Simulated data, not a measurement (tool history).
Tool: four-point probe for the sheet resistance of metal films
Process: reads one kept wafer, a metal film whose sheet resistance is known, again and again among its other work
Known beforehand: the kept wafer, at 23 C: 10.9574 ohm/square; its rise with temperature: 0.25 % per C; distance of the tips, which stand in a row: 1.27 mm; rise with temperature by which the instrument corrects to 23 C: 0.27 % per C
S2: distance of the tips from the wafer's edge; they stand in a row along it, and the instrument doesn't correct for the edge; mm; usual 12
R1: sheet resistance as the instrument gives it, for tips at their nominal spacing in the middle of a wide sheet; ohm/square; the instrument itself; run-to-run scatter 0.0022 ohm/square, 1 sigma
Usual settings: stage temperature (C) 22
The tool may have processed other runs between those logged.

run 1 hour=0.0 | stage_temperature_(C)=22 S2=12 | R1=11.006352
run 2 hour=44.9 | stage_temperature_(C)=22 S2=34 | R1=10.951970
run 3 hour=101.9 | stage_temperature_(C)=22 S2=16 | R1=10.977775
run 4 hour=145.9 | stage_temperature_(C)=22 S2=12 | R1=11.002513
run 5 hour=200.5 | stage_temperature_(C)=22 S2=12 | R1=10.999369
run 6 hour=251.5 | stage_temperature_(C)=22 S2=18 | R1=10.957396
run 7 hour=306.8 | stage_temperature_(C)=22 S2=18 | R1=10.959758
run 8 hour=363.4 | stage_temperature_(C)=22 S2=10 | R1=11.020348
run 9 hour=440.1 | stage_temperature_(C)=22 S2=71 | R1=10.921843
run 10 hour=475.2 | stage_temperature_(C)=22 S2=71 | R1=10.921174
run 11 hour=518.8 | stage_temperature_(C)=22 S2=71 | R1=10.918011
run 12 hour=559.1 | stage_temperature_(C)=22 S2=71 | R1=10.919443
run 13 hour=637.2 | stage_temperature_(C)=22 S2=24 | R1=10.927764
run 14 hour=706.5 | stage_temperature_(C)=22 S2=24 | R1=10.924300
run 15 hour=742.4 | stage_temperature_(C)=20 S2=12 | R1=10.975570
run 16 hour=793.0 | stage_temperature_(C)=20 S2=12 | R1=10.976093
run 17 hour=866.4 | stage_temperature_(C)=20 S2=12 | R1=10.972227
run 18 hour=928.0 | stage_temperature_(C)=20 S2=12 | R1=10.969003
run 19 hour=991.2 | stage_temperature_(C)=20 S2=12 | R1=10.962329
run 20 hour=1051.7 | stage_temperature_(C)=20 S2=12 | R1=10.960922
run 21 hour=1090.9 | stage_temperature_(C)=20 S2=12 | R1=10.955762
run 22 hour=1141.6 | stage_temperature_(C)=22 S2=12 | R1=10.950111
run 23 hour=1200.7 | stage_temperature_(C)=28 S2=8 | R1=11.014907
run 24 hour=1269.8 | stage_temperature_(C)=28 S2=8 | R1=11.011689
run 25 hour=1331.5 | stage_temperature_(C)=28 S2=8 | R1=11.013044
run 26 hour=1393.2 | stage_temperature_(C)=26 S2=10 | R1=10.961825
run 27 hour=1432.5 | stage_temperature_(C)=20 S2=14 | R1=10.933878
run 28 hour=1476.8 | stage_temperature_(C)=25 S2=26 | R1=10.883292
run 29 hour=1537.4 | stage_temperature_(C)=25 S2=36 | R1=10.872038
run 30 hour=1607.3 | stage_temperature_(C)=32 S2=5 | R1=11.212118
run 31 hour=1649.2 | stage_temperature_(C)=32 S2=33 | R1=10.850789
run 32 hour=1706.4 | stage_temperature_(C)=20 S2=33 | R1=10.877551
run 33 hour=1748.7 | stage_temperature_(C)=33 S2=6 | R1=11.094137
run 34 hour=1810.3 | stage_temperature_(C)=27 S2=3 | R1=11.796145
run 35 hour=1866.6 | stage_temperature_(C)=21 S2=4 | R1=11.416025
run 36 hour=1920.5 | stage_temperature_(C)=34 S2=6 | R1=11.086704
run 37 hour=1973.0 | stage_temperature_(C)=34 S2=6 | R1=11.082834
run 38 hour=2024.3 | stage_temperature_(C)=21 S2=68 | R1=10.851503
run 39 hour=2084.5 | stage_temperature_(C)=23 S2=68 | R1=10.849030
run 40 hour=2143.2 | stage_temperature_(C)=20 S2=10 | R1=10.942975
run 41 hour=2219.7 | stage_temperature_(C)=20 S2=10 | R1=10.936496
run 42 hour=2279.2 | stage_temperature_(C)=20 S2=10 | R1=10.999711
run 43 hour=2326.0 | stage_temperature_(C)=24 S2=12 | R1=10.961820
run 44 hour=2403.6 | stage_temperature_(C)=28 S2=18 | R1=10.910317

Between the runs listed above, the log contained 3 entries, not reproduced here. Where in the sequence does each belong, and how does what the log doesn't record of the tool's condition differ from the listed run before to the listed run after?
Logged between run 17 and run 18: stage's thermometer calibrated (hour 871.9)
  inner tips' distance over the nominal, %: -0.454 -> -0.479; tips' flats over new ones', %: 58 -> 60; wafer's true temperature over the reading, C: -0.21 -> -0.27
  difference, measured minus the result without the unlogged condition, R1: -0.060017 -> -0.064578 ohm/square
Logged between run 24 and run 25: stage's thermometer calibrated, once more (hour 1315.2)
  inner tips' distance over the nominal, %: -0.615 -> -0.641; tips' flats over new ones', %: 74 -> 77; wafer's true temperature over the reading, C: -0.3 -> -0.01
  difference, measured minus the result without the unlogged condition, R1: -0.082096 -> -0.077059 ohm/square
Logged between run 41 and run 42: new probe head fitted (hour 2240.3)
  inner tips' distance over the nominal, %: -0.999 -> -0.452; tips' flats over new ones', %: 113 -> 2
  difference, measured minus the result without the unlogged condition, R1: -0.122290 -> -0.057198 ohm/square
